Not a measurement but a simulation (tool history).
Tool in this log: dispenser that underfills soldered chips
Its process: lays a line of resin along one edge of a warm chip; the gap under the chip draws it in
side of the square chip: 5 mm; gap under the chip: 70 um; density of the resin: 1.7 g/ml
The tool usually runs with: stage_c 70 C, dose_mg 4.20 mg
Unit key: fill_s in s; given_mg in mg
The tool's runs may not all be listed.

run,hour,stage_c,dose_mg,fill_s,given_mg
1,0.0,70,4.20,39.4,4.05
# hour 4.1: new syringe of resin
2,12.3,70,4.20,32.3,4.08
3,19.7,70,4.20,40.6,4.05
# hour 23.9: new syringe of resin
4,30.8,70,5.13,30.6,4.91
# hour 43.8: new syringe of resin
5,43.8,70,4.20,25.5,4.02
6,50.4,70,4.51,30.4,4.30
7,58.0,70,4.20,37.7,3.99
# hour 63.9: new syringe of resin
8,67.8,70,4.20,28.9,3.98
9,80.7,70,4.20,40.6,3.95
# hour 83.8: new syringe of resin
10,88.1,71,4.20,26.7,3.97

Run 11 has not been measured yet. What should we expect?
11,95.2,73,3.70,?,?

Run 11 produced fill_s 30.9 s, given_mg 3.49 mg.
Minus the tool's unlogged condition, the same run would have read fill_s 24.5 s, given_mg 3.71 mg.
